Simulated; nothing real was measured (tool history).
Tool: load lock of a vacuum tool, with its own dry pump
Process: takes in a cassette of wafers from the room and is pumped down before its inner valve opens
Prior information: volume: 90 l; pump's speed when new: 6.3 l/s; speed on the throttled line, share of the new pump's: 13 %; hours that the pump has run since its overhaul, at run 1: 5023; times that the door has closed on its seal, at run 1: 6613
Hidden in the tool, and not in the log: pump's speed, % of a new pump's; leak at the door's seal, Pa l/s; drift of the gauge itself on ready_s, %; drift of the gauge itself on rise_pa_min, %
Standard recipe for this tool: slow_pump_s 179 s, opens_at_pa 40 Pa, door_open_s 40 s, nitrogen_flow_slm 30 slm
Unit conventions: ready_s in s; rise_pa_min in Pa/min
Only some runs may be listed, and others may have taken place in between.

| run | hour | slow_pump_s | opens_at_pa | door_open_s | nitrogen_flow_slm | hours that the pump has run since its overhaul | times that the door has closed on its seal | incoming humidity of the room's air, % | ready_s | rise_pa_min |
|---|---|---|---|---|---|---|---|---|---|---|
| 1 | 0.0 | 179 | 40 | 40 | 30 | 5023 | 6613 | 44.9 | 277.9 | 0.056 |
| 2 | 271.4 | 266 | 40 | 40 | 30 | 5295 | 7652 | 46.9 | 352.5 | 0.069 |
| 3 | 629.8 | 266 | 40 | 40 | 30 | 5653 | 9024 | 45.6 | 355.2 | 0.073 |
| 4 | 1214.0 | 266 | 40 | 40 | 30 | 6238 | 11261 | 48.1 | 355.1 | 0.097 |
| 5 | 1722.9 | 266 | 40 | 40 | 30 | 6746 | 13210 | 45.7 | 355.4 | 0.120 |
| 6 | 2048.8 | 266 | 40 | 40 | 30 | 7072 | 14457 | 46.8 | 361.5 | 0.123 |
| 7 | 2382.7 | 266 | 40 | 40 | 30 | 7406 | 15735 | 46.4 | 357.6 | 0.133 |
| 8 | 2947.2 | 266 | 40 | 40 | 30 | 7971 | 17897 | 43.6 | 357.0 | 0.154 |
| 9 | 3391.6 | 266 | 40 | 40 | 30 | 8415 | 19598 | 41.2 | 358.6 | 0.176 |
| 10 | 3931.9 | 266 | 40 | 40 | 30 | 8955 | 21667 | 44.0 | 362.5 | 0.201 |
| 11 | 4515.8 | 179 | 40 | 40 | 5 | 9539 | 23902 | 42.6 | 292.5 | 0.246 |
|  | 4613.9 | dry pump taken out, an overhauled one fitted |
| 12 | 4921.8 | 179 | 40 | 40 | 5 | 308 | 25434 | 44.2 | 270.0 | 0.261 |
| 13 | 5446.4 | 179 | 40 | 40 | 5 | 833 | 27442 | 44.2 | 269.6 | 0.292 |
| 14 | 6055.9 | 179 | 40 | 40 | 21 | 1442 | 29775 | 46.0 | 267.7 | 0.314 |
| 15 | 6459.0 | 179 | 78 | 40 | 30 | 1845 | 31319 | 46.6 | 260.8 | 0.331 |
| 16 | 6806.0 | 179 | 78 | 40 | 30 | 2192 | 32647 | 43.1 | 260.1 | 0.361 |
| 17 | 7344.4 | 182 | 59 | 40 | 30 | 2730 | 34708 | 43.7 | 268.9 | 0.389 |
| 18 | 7778.3 | 182 | 59 | 40 | 30 | 3164 | 36370 | 44.4 | 272.4 | 0.421 |
| 19 | 8145.4 | 211 | 30 | 39 | 42 | 3531 | 37775 | 43.0 | 306.6 | 0.430 |
| 20 | 8417.6 | 315 | 30 | 39 | 29 | 3804 | 38817 | 44.0 | 395.3 | 0.459 |
| 21 | 8696.9 | 114 | 30 | 148 | 29 | 4083 | 39887 | 48.0 | 223.9 | 0.478 |
| 22 | 9273.6 | 114 | 30 | 148 | 29 | 4660 | 42095 | 42.7 | 226.5 | 0.523 |
| 23 | 9523.4 | 151 | 60 | 40 | 30 | 4909 | 43051 | 44.5 | 246.4 | 0.554 |
| 24 | 10120.4 | 129 | 29 | 76 | 5 | 5507 | 45337 | 43.8 | 241.6 | 0.602 |
| 25 | 10701.3 | 155 | 40 | 40 | 17 | 6087 | 47560 | 40.8 | 262.5 | 0.641 |
| 26 | 11270.3 | 264 | 36 | 46 | 17 | 6656 | 49739 | 49.1 | 356.1 | 0.680 |
| 27 | 11731.1 | 124 | 74 | 69 | 5 | 7117 | 51503 | 44.9 | 225.1 | 0.722 |
|  | 11949.7 | door's seal changed, seat wiped |
| 28 | 12137.2 | 124 | 74 | 69 | 5 | 7522 | 717 | 46.8 | 226.6 | 0.033 |
| 29 | 12583.1 | 124 | 74 | 69 | 5 | 7968 | 2424 | 44.8 | 227.3 | 0.039 |
| 30 | 13200.4 | 179 | 40 | 40 | 11 | 8585 | 4788 | 46.8 | 289.5 | 0.035 |
| 31 | 13749.4 | 179 | 40 | 40 | 11 | 9134 | 6890 | 43.0 | 290.5 | 0.047 |
| 32 | 14163.2 | 179 | 70 | 40 | 16 | 9548 | 8474 | 44.4 | 280.3 | 0.060 |

Hidden state at the last listed run before each entry between runs and at the first one after, where it differs:
Runs 11 to 12: dry pump taken out, an overhauled one fitted (hour 4613.9)
  pump's speed, % of a new pump's: 80.2 -> 100.3; leak at the door's seal, Pa l/s: 0.3356 -> 0.3664
  difference, measured minus the result without the unlogged condition, ready_s: +22.2 -> -0.2 s; rise_pa_min: +0.223 -> +0.243 Pa/min
Runs 27 to 28: door's seal changed, seat wiped (hour 11949.7)
  pump's speed, % of a new pump's: 85.8 -> 84.9; leak at the door's seal, Pa l/s: 1.07 -> 0.0066
  difference, measured minus the result without the unlogged condition, ready_s: +14.4 -> +15.4 s; rise_pa_min: +0.700 -> +0.003 Pa/min

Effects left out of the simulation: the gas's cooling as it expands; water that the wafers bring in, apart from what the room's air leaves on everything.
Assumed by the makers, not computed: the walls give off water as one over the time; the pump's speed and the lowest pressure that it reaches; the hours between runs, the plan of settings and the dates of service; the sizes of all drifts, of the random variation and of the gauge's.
